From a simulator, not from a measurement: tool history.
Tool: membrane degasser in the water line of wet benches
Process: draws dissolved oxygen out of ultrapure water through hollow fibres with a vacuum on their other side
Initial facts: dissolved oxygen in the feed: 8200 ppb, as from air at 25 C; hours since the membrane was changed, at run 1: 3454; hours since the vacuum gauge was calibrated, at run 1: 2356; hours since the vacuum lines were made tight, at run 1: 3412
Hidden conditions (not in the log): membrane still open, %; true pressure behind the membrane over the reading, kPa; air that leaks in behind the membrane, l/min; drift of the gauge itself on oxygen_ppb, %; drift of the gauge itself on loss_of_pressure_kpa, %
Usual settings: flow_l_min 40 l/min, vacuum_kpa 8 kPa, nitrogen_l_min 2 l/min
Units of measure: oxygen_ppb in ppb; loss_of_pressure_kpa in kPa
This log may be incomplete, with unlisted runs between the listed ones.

| run | day | flow_l_min | vacuum_kpa | nitrogen_l_min | hours since the membrane was changed | hours since the vacuum gauge was calibrated | hours since the vacuum lines were made tight | oxygen_ppb | loss_of_pressure_kpa |
|---|---|---|---|---|---|---|---|---|---|
| 1 | 0 | 40 | 8 | 2 | 3454 | 2356 | 3412 | 280 | 69.25 |
| 2 | 6.621 | 40 | 8 | 2 | 3613 | 2515 | 3571 | 281 | 69.14 |
| 3 | 12.538 | 40 | 8 | 2 | 3755 | 2657 | 3713 | 279.4 | 69.2 |
| 4 | 18.896 | 40 | 8 | 2 | 3908 | 2809 | 3866 | 274.6 | 69.46 |
| 5 | 23.362 | 63 | 8 | 2 | 4015 | 2916 | 3973 | 637.6 | 108.9 |
| 6 | 32.162 | 63 | 8 | 2 | 4226 | 3128 | 4184 | 616.6 | 109.14 |
| 7 | 36.217 | 63 | 8 | 2 | 4324 | 3225 | 4281 | 626.3 | 109.39 |
| 8 | 43.262 | 63 | 8 | 2 | 4493 | 3394 | 4451 | 629.2 | 109.91 |
| 9 | 49.538 | 40 | 5.43 | 2 | 4643 | 3545 | 4601 | 171.8 | 69.68 |
| 10 | 54.442 | 40 | 8 | 2 | 4761 | 3662 | 4719 | 282.9 | 70.17 |
| 11 | 61.833 | 40 | 8 | 2 | 4938 | 3840 | 4896 | 281 | 69.56 |
| 12 | 70.104 | 40 | 8 | 2 | 5137 | 4038 | 5095 | 286.1 | 69.44 |
| 13 | 75.85 | 56 | 8 | 2 | 5275 | 4176 | 5233 | 512.8 | 97.02 |
|  | 76.592 | vacuum gauge calibrated |
| 14 | 80.771 | 56 | 8 | 2 | 5392 | 100 | 5350 | 514.3 | 98.03 |
| 15 | 88.038 | 40 | 8 | 5.16 | 5567 | 275 | 5525 | 163.7 | 70.15 |
| 16 | 93.967 | 40 | 8 | 5.16 | 5709 | 417 | 5667 | 163.6 | 70.28 |
| 17 | 102.588 | 54 | 16.24 | 2.17 | 5916 | 624 | 5874 | 855.1 | 94.52 |
|  | 108.425 | seals of the vacuum lines changed |
| 18 | 109.6 | 50 | 8 | 3.86 | 6082 | 790 | 28 | 317.3 | 88.01 |
|  | 115.204 | vacuum gauge calibrated, once more |
| 19 | 116.271 | 50 | 5.63 | 3.86 | 6242 | 26 | 188 | 241.2 | 88.04 |
| 20 | 122.738 | 41 | 10.83 | 1.82 | 6397 | 181 | 343 | 440.6 | 72.51 |
| 21 | 128.362 | 49 | 16.09 | 2 | 6532 | 316 | 478 | 786.5 | 85.95 |
| 22 | 135.308 | 49 | 16.09 | 2 | 6699 | 483 | 645 | 772.1 | 85.73 |
| 23 | 141.525 | 49 | 16.09 | 2 | 6848 | 632 | 794 | 787.9 | 86.32 |
| 24 | 147.9 | 34 | 10.21 | 2.87 | 7001 | 785 | 947 | 224.5 | 60.1 |
| 25 | 156.088 | 49 | 8.31 | 2.33 | 7198 | 981 | 1143 | 392.7 | 86.53 |
| 26 | 163.542 | 50 | 14.15 | 2 | 7376 | 1160 | 1322 | 718 | 89.3 |
| 27 | 168.742 | 38 | 7.6 | 0.98 | 7501 | 1285 | 1447 | 391.9 | 67.45 |
| 28 | 176.433 | 38 | 7.6 | 0.98 | 7686 | 1470 | 1632 | 390.8 | 67.58 |
| 29 | 185.367 | 52 | 7.15 | 1.05 | 7900 | 1684 | 1846 | 551.8 | 92.63 |
| 30 | 189.429 | 26 | 6.38 | 5.17 | 7998 | 1781 | 1944 | 48.8 | 46.4 |
| 31 | 193.988 | 26 | 6.38 | 5.17 | 8107 | 1891 | 2053 | 48.6 | 46.37 |

What if the next run were any one of these 5? Each begins from the tool's condition after run 31:
| A | 202.312 | 26 | 8.85 | 5.17 | 8307 | 2091 | 2253 | ? | ? |
| B | 202.312 | 60 | 8 | 2 | 8307 | 2091 | 2253 | ? | ? |
| C | 202.312 | 35 | 17.53 | 5.17 | 8307 | 2091 | 2253 | ? | ? |
| D | 202.312 | 33 | 8 | 2 | 8307 | 2091 | 2253 | ? | ? |
| E | 202.312 | 40 | 8 | 2.72 | 8307 | 2091 | 2253 | ? | ? |

| run | oxygen_ppb | loss_of_pressure_kpa |
|---|---|---|
| A | 79.5 | 46.29 |
| B | 595.2 | 107.17 |
| C | 272.9 | 62.46 |
| D | 211.4 | 58.67 |
| E | 233.3 | 71.38 |
With no hidden state in the tool, these same runs would have given:
| run | oxygen_ppb | loss_of_pressure_kpa |
|---|---|---|
| A | 75.5 | 43.83 |
| B | 543.2 | 101.49 |
| C | 260.3 | 59.15 |
| D | 200.7 | 55.55 |
| E | 214.4 | 67.6 |
